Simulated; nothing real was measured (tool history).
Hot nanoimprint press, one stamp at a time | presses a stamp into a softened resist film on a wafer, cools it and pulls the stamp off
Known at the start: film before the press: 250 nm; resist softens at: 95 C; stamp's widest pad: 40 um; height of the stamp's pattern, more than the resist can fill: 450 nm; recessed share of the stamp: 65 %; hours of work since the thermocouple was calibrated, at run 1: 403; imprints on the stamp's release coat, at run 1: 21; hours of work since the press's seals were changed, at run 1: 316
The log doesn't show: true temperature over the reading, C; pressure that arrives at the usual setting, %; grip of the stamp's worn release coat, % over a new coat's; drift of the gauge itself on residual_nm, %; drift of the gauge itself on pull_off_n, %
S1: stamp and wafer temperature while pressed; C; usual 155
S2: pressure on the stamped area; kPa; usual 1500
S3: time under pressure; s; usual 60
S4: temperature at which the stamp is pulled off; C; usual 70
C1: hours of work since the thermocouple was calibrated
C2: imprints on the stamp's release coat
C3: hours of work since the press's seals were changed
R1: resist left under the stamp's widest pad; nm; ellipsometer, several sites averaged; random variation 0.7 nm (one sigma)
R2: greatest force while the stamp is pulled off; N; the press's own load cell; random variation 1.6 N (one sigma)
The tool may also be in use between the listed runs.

{"run": 1, "hour": 0.0, "S1": 155, "S2": 1500, "S3": 60, "S4": 70, "C1": 403, "C2": 21, "C3": 316, "R1": 81.5, "R2": 187}
{"run": 2, "hour": 11.9, "S1": 155, "S2": 1500, "S3": 60, "S4": 70, "C1": 412, "C2": 88, "C3": 325, "R1": 82.8, "R2": 189}
{"run": 3, "hour": 19.4, "S1": 158, "S2": 1500, "S3": 60, "S4": 70, "C1": 418, "C2": 129, "C3": 331, "R1": 69.3, "R2": 193}
{"run": 4, "hour": 27.8, "S1": 158, "S2": 1030, "S3": 60, "S4": 70, "C1": 424, "C2": 177, "C3": 338, "R1": 85.6, "R2": 197}
{"run": 5, "hour": 38.3, "S1": 150, "S2": 1500, "S3": 60, "S4": 70, "C1": 433, "C2": 236, "C3": 346, "R1": 106.2, "R2": 196}
{"run": 6, "hour": 52.1, "S1": 150, "S2": 1500, "S3": 60, "S4": 70, "C1": 443, "C2": 313, "C3": 357, "R1": 105.3, "R2": 204}
{"run": 7, "hour": 61.8, "S1": 150, "S2": 1500, "S3": 60, "S4": 70, "C1": 451, "C2": 368, "C3": 365, "R1": 105.1, "R2": 199}
{"run": 8, "hour": 70.5, "S1": 150, "S2": 1500, "S3": 60, "S4": 70, "C1": 458, "C2": 416, "C3": 371, "R1": 105.8, "R2": 203}
{"run": 9, "hour": 83.7, "S1": 150, "S2": 1260, "S3": 40, "S4": 57, "C1": 468, "C2": 490, "C3": 382, "R1": 132.6, "R2": 227}
{"run": 10, "hour": 91.9, "S1": 150, "S2": 1260, "S3": 40, "S4": 57, "C1": 475, "C2": 536, "C3": 388, "R1": 132.3, "R2": 234}
{"hour": 101.7, "done": "stamp cleaned and given a new release coat"}
{"run": 11, "hour": 103.6, "S1": 150, "S2": 1260, "S3": 40, "S4": 57, "C1": 479, "C2": 11, "C3": 393, "R1": 130.5, "R2": 206}
{"run": 12, "hour": 109.8, "S1": 150, "S2": 1260, "S3": 40, "S4": 57, "C1": 484, "C2": 46, "C3": 397, "R1": 130.3, "R2": 208}
{"run": 13, "hour": 120.5, "S1": 149, "S2": 1500, "S3": 60, "S4": 61, "C1": 492, "C2": 106, "C3": 406, "R1": 111.3, "R2": 209}
{"run": 14, "hour": 132.9, "S1": 155, "S2": 1010, "S3": 60, "S4": 56, "C1": 502, "C2": 175, "C3": 416, "R1": 99.5, "R2": 216}
{"run": 15, "hour": 142.0, "S1": 155, "S2": 1870, "S3": 60, "S4": 70, "C1": 509, "C2": 226, "C3": 423, "R1": 69.0, "R2": 196}
{"hour": 157.2, "done": "plate thermocouple calibrated"}
{"run": 16, "hour": 157.5, "S1": 155, "S2": 1870, "S3": 60, "S4": 70, "C1": 0, "C2": 297, "C3": 433, "R1": 81.3, "R2": 199}

How the hidden state differs across the entries between the runs, from the last listed run before each to the first after it:
Between runs 10 and 11: stamp cleaned and given a new release coat (hour 101.7)
  true temperature over the reading, C: 2.43 -> 2.45; pressure that arrives at the usual setting, %: 98.01 -> 97.99; grip of the stamp's worn release coat, % over a new coat's: 10.8 -> 0.2
  measured less the result without the state, R1: -15.2 -> -15.1 nm; R2: +19 -> -3 N
Between runs 15 and 16: plate thermocouple calibrated (hour 157.2)
  true temperature over the reading, C: 2.59 -> -0.06; pressure that arrives at the usual setting, %: 97.86 -> 97.82; grip of the stamp's worn release coat, % over a new coat's: 4.5 -> 6
  measured less the result without the state, R1: -9.2 -> +1.5 nm; R2: +5 -> +11 N
